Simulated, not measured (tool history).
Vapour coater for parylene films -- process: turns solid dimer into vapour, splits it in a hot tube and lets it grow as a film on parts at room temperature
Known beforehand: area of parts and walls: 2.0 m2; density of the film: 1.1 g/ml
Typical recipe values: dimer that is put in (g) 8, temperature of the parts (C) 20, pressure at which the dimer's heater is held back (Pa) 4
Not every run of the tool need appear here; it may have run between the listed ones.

| run | hour | dimer that is put in (g) | temperature of the parts (C) | pressure at which the dimer's heater is held back (Pa) | thickness of the film (µm) |
|---|---|---|---|---|---|
| 1 | 0 | 8 | 20 | 4 | 1.83 |
| 2 | 15.6 | 8 | 20 | 4 | 1.82 |
| 3 | 32.9 | 8 | 20 | 4 | 1.81 |
| 4 | 40.9 | 8 | 20 | 4 | 1.84 |
| 5 | 59.8 | 8 | 20 | 4 | 1.83 |
| 6 | 70.3 | 8 | 20 | 4 | 1.83 |

Run 7 comes next. What will it give?
| 7 | 78.8 | 8 | 20 | 4 | ? |

thickness of the film (µm): 1.84
With no hidden state in the tool, this same run would have given thickness of the film (µm) 1.85.

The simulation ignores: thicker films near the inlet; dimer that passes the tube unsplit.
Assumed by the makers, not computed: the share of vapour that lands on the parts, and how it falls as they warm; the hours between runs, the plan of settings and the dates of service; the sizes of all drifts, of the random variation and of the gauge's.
